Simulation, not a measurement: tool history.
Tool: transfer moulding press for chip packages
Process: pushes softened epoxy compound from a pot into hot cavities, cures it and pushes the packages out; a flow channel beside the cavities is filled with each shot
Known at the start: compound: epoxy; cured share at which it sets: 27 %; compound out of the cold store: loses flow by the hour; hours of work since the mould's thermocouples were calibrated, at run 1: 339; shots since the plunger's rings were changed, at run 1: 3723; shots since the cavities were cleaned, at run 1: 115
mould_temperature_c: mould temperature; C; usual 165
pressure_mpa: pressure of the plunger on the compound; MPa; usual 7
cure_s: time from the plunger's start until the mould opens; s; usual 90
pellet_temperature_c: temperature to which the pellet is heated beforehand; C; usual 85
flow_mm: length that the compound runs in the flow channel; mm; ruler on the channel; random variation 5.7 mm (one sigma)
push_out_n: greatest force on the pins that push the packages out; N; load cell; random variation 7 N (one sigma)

run,hour,mould_temperature_c,pressure_mpa,cure_s,pellet_temperature_c,hours of work since the mould's thermocouples were calibrated,shots since the plunger's rings were changed,shots since the cavities were cleaned,incoming compound's hours out of the cold store,flow_mm,push_out_n
1,0.0,165,7,90,85,339,3723,115,16.5,821,292
2,42.5,165,7,90,85,363,4168,560,40.1,726,282
# hour 84.3: cavities cleaned with cleaning compound and waxed
3,87.9,165,7,90,85,389,4628,38,43.7,721,289
# hour 97.7: plunger's sealing rings changed
# hour 105.0: mould's thermocouples calibrated
4,143.0,165,7,90,85,22,453,568,16.6,841,300
5,170.4,165,7,90,85,38,739,854,13.9,841,305
# hour 184.0: cavities cleaned with cleaning compound and waxed
6,195.4,165,7,90,85,51,986,120,10.2,864,305
7,236.5,165,7,90,85,75,1417,551,24.7,795,285
8,261.1,165,7,90,85,89,1674,808,31.5,763,273
# hour 279.6: cavities cleaned with cleaning compound and waxed
9,289.2,165,7,90,95,105,1953,101,44.5,712,266

Run 10 comes next. What will it give?
10,343.7,165,7,90,95,136,2523,671,18.9,?,?

Run 10 gave flow_mm 825 mm, push_out_n 288 N.
Without the tool's hidden state the same run would have given flow_mm 825 mm, push_out_n 287 N.
